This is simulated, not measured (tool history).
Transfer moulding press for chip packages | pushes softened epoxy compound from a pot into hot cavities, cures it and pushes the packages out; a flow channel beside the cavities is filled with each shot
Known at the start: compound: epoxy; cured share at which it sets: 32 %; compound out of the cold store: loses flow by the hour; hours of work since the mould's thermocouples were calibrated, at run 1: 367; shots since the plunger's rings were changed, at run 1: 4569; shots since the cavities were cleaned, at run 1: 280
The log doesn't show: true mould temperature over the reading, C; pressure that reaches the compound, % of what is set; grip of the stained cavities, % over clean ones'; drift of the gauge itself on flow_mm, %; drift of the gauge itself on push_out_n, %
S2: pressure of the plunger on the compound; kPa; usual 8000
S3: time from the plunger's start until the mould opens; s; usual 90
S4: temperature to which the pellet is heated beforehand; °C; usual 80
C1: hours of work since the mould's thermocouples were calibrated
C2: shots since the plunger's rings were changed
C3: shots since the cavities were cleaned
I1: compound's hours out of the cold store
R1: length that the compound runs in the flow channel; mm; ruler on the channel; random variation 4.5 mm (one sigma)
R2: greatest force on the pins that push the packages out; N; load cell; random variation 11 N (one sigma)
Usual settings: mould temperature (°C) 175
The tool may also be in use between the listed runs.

{"run": 1, "day": 0.0, "mould temperature (°C)": 175, "S2": 8000, "S3": 90, "S4": 80, "C1": 367, "C2": 4569, "C3": 280, "I1": 38.2, "R1": 710, "R2": 501}
{"day": 0.692, "done": "cavities cleaned with cleaning compound and waxed"}
{"run": 2, "day": 1.35, "mould temperature (°C)": 175, "S2": 8000, "S3": 90, "S4": 80, "C1": 385, "C2": 4944, "C3": 192, "I1": 44.2, "R1": 690, "R2": 491}
{"day": 2.229, "done": "cavities cleaned with cleaning compound and waxed"}
{"run": 3, "day": 3.175, "mould temperature (°C)": 175, "S2": 8000, "S3": 90, "S4": 80, "C1": 410, "C2": 5459, "C3": 276, "I1": 27, "R1": 749, "R2": 511}
{"day": 3.446, "done": "mould's thermocouples calibrated"}
{"day": 3.921, "done": "cavities cleaned with cleaning compound and waxed"}
{"run": 4, "day": 4.342, "mould temperature (°C)": 175, "S2": 8000, "S3": 113, "S4": 80, "C1": 12, "C2": 5756, "C3": 123, "I1": 20.4, "R1": 782, "R2": 410}
{"day": 5.454, "done": "cavities cleaned with cleaning compound and waxed"}
{"run": 5, "day": 5.708, "mould temperature (°C)": 175, "S2": 8000, "S3": 90, "S4": 80, "C1": 30, "C2": 6136, "C3": 73, "I1": 26, "R1": 757, "R2": 527}
{"day": 6.992, "done": "cavities cleaned with cleaning compound and waxed"}
{"run": 6, "day": 7.4, "mould temperature (°C)": 175, "S2": 8000, "S3": 90, "S4": 72, "C1": 53, "C2": 6611, "C3": 119, "I1": 40.3, "R1": 702, "R2": 507}
{"day": 7.604, "done": "plunger's sealing rings changed"}
{"day": 8.638, "done": "cavities cleaned with cleaning compound and waxed"}
{"run": 7, "day": 8.992, "mould temperature (°C)": 170, "S2": 6470, "S3": 90, "S4": 72, "C1": 73, "C2": 387, "C3": 104, "I1": 17.9, "R1": 725, "R2": 693}
{"day": 10.238, "done": "cavities cleaned with cleaning compound and waxed"}
{"run": 8, "day": 10.312, "mould temperature (°C)": 175, "S2": 6900, "S3": 90, "S4": 80, "C1": 91, "C2": 754, "C3": 22, "I1": 41.1, "R1": 650, "R2": 495}
{"run": 9, "day": 11.608, "mould temperature (°C)": 175, "S2": 6900, "S3": 90, "S4": 80, "C1": 110, "C2": 1132, "C3": 400, "I1": 26.8, "R1": 696, "R2": 520}
{"day": 11.771, "done": "cavities cleaned with cleaning compound and waxed"}
{"run": 10, "day": 12.904, "mould temperature (°C)": 175, "S2": 7850, "S3": 72, "S4": 84, "C1": 127, "C2": 1491, "C3": 330, "I1": 20.3, "R1": 777, "R2": 856}
{"day": 13.4, "done": "cavities cleaned with cleaning compound and waxed"}
{"run": 11, "day": 14.325, "mould temperature (°C)": 181, "S2": 8000, "S3": 76, "S4": 75, "C1": 146, "C2": 1887, "C3": 269, "I1": 10.2, "R1": 812, "R2": 563}
{"day": 15.075, "done": "cavities cleaned with cleaning compound and waxed"}
{"run": 12, "day": 15.371, "mould temperature (°C)": 181, "S2": 8000, "S3": 76, "S4": 75, "C1": 160, "C2": 2174, "C3": 86, "I1": 16.7, "R1": 776, "R2": 546}

4 ways to go on from here, each from the tool as it stands after run 12. What would each give?
{"day": 16.633, "done": "cavities cleaned with cleaning compound and waxed"}
{"run": "A", "day": 17.088, "mould temperature (°C)": 181, "S2": 8000, "S3": 71, "S4": 75, "C1": 183, "C2": 2656, "C3": 132, "I1": 26.4, "R1": "?", "R2": "?"}
{"day": 16.633, "done": "cavities cleaned with cleaning compound and waxed"}
{"run": "B", "day": 17.088, "mould temperature (°C)": 174, "S2": 6330, "S3": 76, "S4": 74, "C1": 183, "C2": 2656, "C3": 132, "I1": 30.5, "R1": "?", "R2": "?"}
{"day": 16.633, "done": "cavities cleaned with cleaning compound and waxed"}
{"run": "C", "day": 17.088, "mould temperature (°C)": 167, "S2": 8000, "S3": 90, "S4": 80, "C1": 183, "C2": 2656, "C3": 132, "I1": 42.9, "R1": "?", "R2": "?"}
{"day": 16.633, "done": "cavities cleaned with cleaning compound and waxed"}
{"run": "D", "day": 17.088, "mould temperature (°C)": 180, "S2": 8000, "S3": 76, "S4": 75, "C1": 183, "C2": 2656, "C3": 132, "I1": 16.2, "R1": "?", "R2": "?"}

run=A R1=744 R2=626
run=B R1=661 R2=774
run=C R1=724 R2=777
run=D R1=791 R2=567
Without the tool's hidden state the same runs would have given:
run=A R1=745 R2=623
run=B R1=662 R2=771
run=C R1=724 R2=773
run=D R1=791 R2=565
